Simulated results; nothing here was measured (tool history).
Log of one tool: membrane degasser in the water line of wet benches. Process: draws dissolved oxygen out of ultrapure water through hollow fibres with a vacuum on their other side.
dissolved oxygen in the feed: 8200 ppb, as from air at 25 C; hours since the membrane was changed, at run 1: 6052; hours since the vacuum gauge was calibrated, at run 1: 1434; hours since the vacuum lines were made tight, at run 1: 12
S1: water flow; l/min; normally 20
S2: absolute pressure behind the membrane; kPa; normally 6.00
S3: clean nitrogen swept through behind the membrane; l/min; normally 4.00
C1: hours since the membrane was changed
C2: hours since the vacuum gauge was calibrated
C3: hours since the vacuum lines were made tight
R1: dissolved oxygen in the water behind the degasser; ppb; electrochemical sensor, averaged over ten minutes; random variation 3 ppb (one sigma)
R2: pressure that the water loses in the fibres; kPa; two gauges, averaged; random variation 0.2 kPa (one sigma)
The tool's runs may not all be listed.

run 1 hour=0.0 | S1=20 S2=6.00 S3=4.00 | C1=6052 C2=1434 C3=12 | R1=311.0 R2=53.48
run 2 hour=142.9 | S1=20 S2=6.00 S3=4.00 | C1=6195 C2=1577 C3=154 | R1=311.8 R2=53.61
run 3 hour=259.3 | S1=20 S2=6.00 S3=4.00 | C1=6311 C2=1694 C3=271 | R1=313.6 R2=53.75
run 4 hour=335.6 | S1=20 S2=6.00 S3=4.00 | C1=6387 C2=1770 C3=347 | R1=312.2 R2=53.90
run 5 hour=422.8 | S1=20 S2=6.00 S3=4.00 | C1=6474 C2=1857 C3=434 | R1=317.5 R2=53.71
run 6 hour=541.4 | S1=20 S2=6.00 S3=4.00 | C1=6593 C2=1976 C3=553 | R1=312.6 R2=54.08
run 7 hour=652.9 | S1=20 S2=6.00 S3=4.00 | C1=6705 C2=2087 C3=664 | R1=313.4 R2=53.55
run 8 hour=791.1 | S1=20 S2=6.00 S3=4.00 | C1=6843 C2=2226 C3=803 | R1=318.4 R2=53.45
run 9 hour=882.7 | S1=20 S2=6.00 S3=4.00 | C1=6934 C2=2317 C3=894 | R1=315.8 R2=54.03
run 10 hour=946.7 | S1=20 S2=9.75 S3=4.00 | C1=6998 C2=2381 C3=958 | R1=353.2 R2=53.98
run 11 hour=1025.1 | S1=25 S2=6.00 S3=4.00 | C1=7077 C2=2460 C3=1037 | R1=463.9 R2=67.10
run 12 hour=1125.3 | S1=22 S2=6.00 S3=4.00 | C1=7177 C2=2560 C3=1137 | R1=367.1 R2=59.19
run 13 hour=1241.5 | S1=22 S2=6.00 S3=4.00 | C1=7293 C2=2676 C3=1253 | R1=376.7 R2=59.32
run 14 hour=1338.4 | S1=22 S2=6.00 S3=4.63 | C1=7390 C2=2773 C3=1350 | R1=375.0 R2=59.39
run 15 hour=1484.7 | S1=13 S2=8.58 S3=5.14 | C1=7536 C2=2919 C3=1496 | R1=144.3 R2=34.91
run 16 hour=1569.1 | S1=18 S2=4.31 S3=8.09 | C1=7621 C2=3004 C3=1581 | R1=237.6 R2=48.66
run 17 hour=1658.6 | S1=30 S2=9.20 S3=4.19 | C1=7710 C2=3093 C3=1670 | R1=671.8 R2=81.07
run 18 hour=1754.2 | S1=28 S2=7.84 S3=10.93 | C1=7806 C2=3189 C3=1766 | R1=543.6 R2=75.63
run 19 hour=1882.3 | S1=28 S2=7.84 S3=10.93 | C1=7934 C2=3317 C3=1894 | R1=538.2 R2=75.81
run 20 hour=1960.3 | S1=25 S2=4.85 S3=11.17 | C1=8012 C2=3395 C3=1972 | R1=445.5 R2=67.63
run 21 hour=2050.4 | S1=16 S2=5.48 S3=11.39 | C1=8102 C2=3485 C3=2062 | R1=187.9 R2=43.53
run 22 hour=2133.4 | S1=30 S2=8.87 S3=3.82 | C1=8185 C2=3568 C3=2145 | R1=667.2 R2=80.80
-- hour=2196.2 vacuum gauge calibrated
run 23 hour=2270.7 | S1=19 S2=9.47 S3=11.17 | C1=8322 C2=75 C3=2282 | R1=283.1 R2=51.28
run 24 hour=2342.5 | S1=19 S2=9.47 S3=11.17 | C1=8394 C2=146 C3=2354 | R1=282.0 R2=51.56
run 25 hour=2429.9 | S1=13 S2=11.72 S3=3.70 | C1=8481 C2=234 C3=2441 | R1=186.0 R2=34.76
run 26 hour=2568.4 | S1=23 S2=13.25 S3=4.00 | C1=8620 C2=372 C3=2579 | R1=507.8 R2=62.17
run 27 hour=2632.0 | S1=27 S2=7.66 S3=4.41 | C1=8683 C2=436 C3=2643 | R1=542.5 R2=72.92

Below are 3 alternative next runs, each starting from the tool's condition after run 27. Predict each:
run A hour=2754.2 | S1=21 S2=6.00 S3=4.00 | C1=8805 C2=558 C3=2765 | R1=? R2=?
run B hour=2754.2 | S1=17 S2=6.47 S3=2.61 | C1=8805 C2=558 C3=2765 | R1=? R2=?
run C hour=2754.2 | S1=29 S2=6.00 S3=4.00 | C1=8805 C2=558 C3=2765 | R1=? R2=?

run=A R1=346.1 R2=56.79
run=B R1=259.5 R2=45.95
run=C R1=600.4 R2=78.93
With no hidden state in the tool, these same runs would have given:
run=A R1=318.9 R2=55.24
run=B R1=238.8 R2=44.70
run=C R1=560.1 R2=76.78
